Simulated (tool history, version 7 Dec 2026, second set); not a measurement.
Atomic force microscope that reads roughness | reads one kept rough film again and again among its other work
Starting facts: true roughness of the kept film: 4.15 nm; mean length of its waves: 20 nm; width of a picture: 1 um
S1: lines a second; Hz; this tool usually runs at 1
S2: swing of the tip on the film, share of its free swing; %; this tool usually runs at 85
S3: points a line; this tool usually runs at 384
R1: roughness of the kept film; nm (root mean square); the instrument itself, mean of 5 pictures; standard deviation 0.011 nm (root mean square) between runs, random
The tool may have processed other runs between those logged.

Run 1, day 0: usual settings. Result: R1 2.28 nm (root mean square).
Run 2, day 2.475: usual settings. Result: R1 2.004 nm (root mean square).
Run 3, day 4.8: usual settings. Result: R1 1.818 nm (root mean square).
Run 4, day 7.433: usual settings. Result: R1 1.648 nm (root mean square).
Run 5, day 9.054: usual settings but S2 58 %. Result: R1 1.709 nm (root mean square).
Run 6, day 11.175: usual settings. Result: R1 1.444 nm (root mean square).
Run 7, day 12.729: usual settings. Result: R1 1.381 nm (root mean square).
At day 13.179: new tip fitted.
Run 8, day 15.433: usual settings. Result: R1 2.257 nm (root mean square).
Run 9, day 17.717: usual settings. Result: R1 2.013 nm (root mean square).
Run 10, day 20.083: usual settings. Result: R1 1.837 nm (root mean square).
Run 11, day 21.612: usual settings. Result: R1 1.722 nm (root mean square).
Run 12, day 24.062: usual settings. Result: R1 1.568 nm (root mean square).
Run 13, day 25.708: usual settings. Result: R1 1.484 nm (root mean square).
Run 14, day 28.421: usual settings. Result: R1 1.35 nm (root mean square).
At day 28.654: new tip fitted.
Run 15, day 30.412: usual settings. Result: R1 2.264 nm (root mean square).
Run 16, day 32.708: usual settings but S1 0.53 Hz, S2 56 %, S3 828. Result: R1 2.31 nm (root mean square).
Run 17, day 34.258: usual settings but S1 0.8 Hz, S2 67 %, S3 594. Result: R1 2.09 nm (root mean square).
Run 18, day 35.65: usual settings but S2 70 %. Result: R1 1.915 nm (root mean square).
Run 19, day 37.758: usual settings but S2 70 %. Result: R1 1.751 nm (root mean square).
Run 20, day 40.262: usual settings but S1 3.49 Hz, S2 86 %, S3 493. Result: R1 1.158 nm (root mean square).
Run 21, day 41.892: usual settings but S1 3.49 Hz, S2 86 %, S3 493. Result: R1 1.106 nm (root mean square).
Run 22, day 43.362: usual settings but S1 1.64 Hz, S2 56 %, S3 933. Result: R1 1.499 nm (root mean square).
At day 44.175: new tip fitted.
Run 23, day 45.346: usual settings but S2 74 %, S3 557. Result: R1 2.497 nm (root mean square).
Run 24, day 47.658: usual settings but S2 74 %, S3 557. Result: R1 2.236 nm (root mean square).
Run 25, day 49.292: usual settings but S2 74 %, S3 557. Result: R1 2.072 nm (root mean square).
Run 26, day 51.979: usual settings but S2 74 %, S3 557. Result: R1 1.836 nm (root mean square).
Run 27, day 54.517: usual settings but S1 1.8 Hz, S2 56 %, S3 786. Result: R1 1.728 nm (root mean square).
Run 28, day 55.733: usual settings but S1 0.54 Hz, S2 79 %, S3 727. Result: R1 1.634 nm (root mean square).
Run 29, day 57.529: usual settings. Result: R1 1.404 nm (root mean square).

Consider 3 possible next runs. They are alternatives, not a sequence: every one starts from the tool as it was left by run 29. What does each give?
Run A, day 58.725: usual settings but S3 690. Result: R1 ?.
Run B, day 58.725: usual settings but S1 0.58 Hz, S2 89 %, S3 274. Result: R1 ?.
Run C, day 58.725: usual settings but S1 0.93 Hz, S2 70 %. Result: R1 ?.

run     R1
  A  1.356
  B  1.373
  C  1.441
Without the tool's hidden state the same runs would have given:
run     R1
  A   2.57
  B  2.604
  C  2.735
